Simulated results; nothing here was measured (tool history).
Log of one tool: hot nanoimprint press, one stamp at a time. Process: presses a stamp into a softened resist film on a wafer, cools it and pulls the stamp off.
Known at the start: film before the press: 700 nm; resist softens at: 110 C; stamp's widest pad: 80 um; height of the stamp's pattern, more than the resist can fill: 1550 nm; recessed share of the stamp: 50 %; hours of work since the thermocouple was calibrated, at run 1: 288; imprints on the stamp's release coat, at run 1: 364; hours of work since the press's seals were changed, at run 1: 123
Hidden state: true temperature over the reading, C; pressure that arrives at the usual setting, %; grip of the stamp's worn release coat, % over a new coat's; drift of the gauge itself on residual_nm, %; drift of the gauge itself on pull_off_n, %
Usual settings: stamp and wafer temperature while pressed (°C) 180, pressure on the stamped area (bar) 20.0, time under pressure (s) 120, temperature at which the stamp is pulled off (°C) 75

| run | hour | stamp and wafer temperature while pressed (°C) | pressure on the stamped area (bar) | time under pressure (s) | temperature at which the stamp is pulled off (°C) | hours of work since the thermocouple was calibrated | imprints on the stamp's release coat | hours of work since the press's seals were changed | resist left under the stamp's widest pad (nm) | greatest force while the stamp is pulled off (N) |
|---|---|---|---|---|---|---|---|---|---|---|
| 1 | 0.0 | 180 | 20.0 | 120 | 75 | 288 | 364 | 123 | 283.9 | 262 |
| 2 | 5.7 | 180 | 20.0 | 120 | 75 | 291 | 377 | 126 | 283.7 | 252 |
| 3 | 15.1 | 180 | 20.0 | 195 | 75 | 297 | 399 | 132 | 237.0 | 261 |
| 4 | 21.3 | 180 | 20.0 | 120 | 62 | 301 | 414 | 136 | 283.9 | 272 |
| 5 | 26.7 | 180 | 20.0 | 120 | 62 | 304 | 426 | 139 | 283.9 | 284 |
| 6 | 37.0 | 180 | 20.0 | 120 | 62 | 310 | 450 | 145 | 280.1 | 293 |
| 7 | 42.4 | 180 | 20.0 | 120 | 75 | 313 | 463 | 148 | 285.5 | 258 |
| 8 | 51.4 | 180 | 20.0 | 120 | 75 | 319 | 484 | 153 | 284.7 | 269 |
| 9 | 60.6 | 180 | 20.0 | 120 | 75 | 324 | 506 | 159 | 282.0 | 263 |
| 10 | 70.0 | 180 | 20.0 | 120 | 75 | 329 | 527 | 164 | 281.7 | 266 |
| 11 | 80.3 | 180 | 20.0 | 148 | 75 | 336 | 552 | 170 | 259.8 | 279 |
| 12 | 91.7 | 180 | 20.0 | 120 | 75 | 342 | 578 | 177 | 282.9 | 269 |
| 13 | 100.6 | 180 | 20.0 | 120 | 70 | 348 | 599 | 182 | 279.4 | 278 |
|  | 104.6 | plate thermocouple calibrated |
| 14 | 110.5 | 180 | 20.0 | 120 | 70 | 3 | 615 | 187 | 280.0 | 281 |
| 15 | 122.6 | 180 | 20.4 | 120 | 70 | 11 | 643 | 194 | 274.9 | 277 |
| 16 | 135.1 | 176 | 20.4 | 120 | 80 | 18 | 672 | 201 | 325.4 | 266 |

Forecast run 17:
| 17 | 141.5 | 176 | 20.4 | 120 | 80 | 22 | 687 | 205 | ? | ? |

Run 17 gave resist left under the stamp's widest pad (nm) 324.5, greatest force while the stamp is pulled off (N) 266.
Without the tool's hidden state the same run would have given resist left under the stamp's widest pad (nm) 344.5, greatest force while the stamp is pulled off (N) 228.
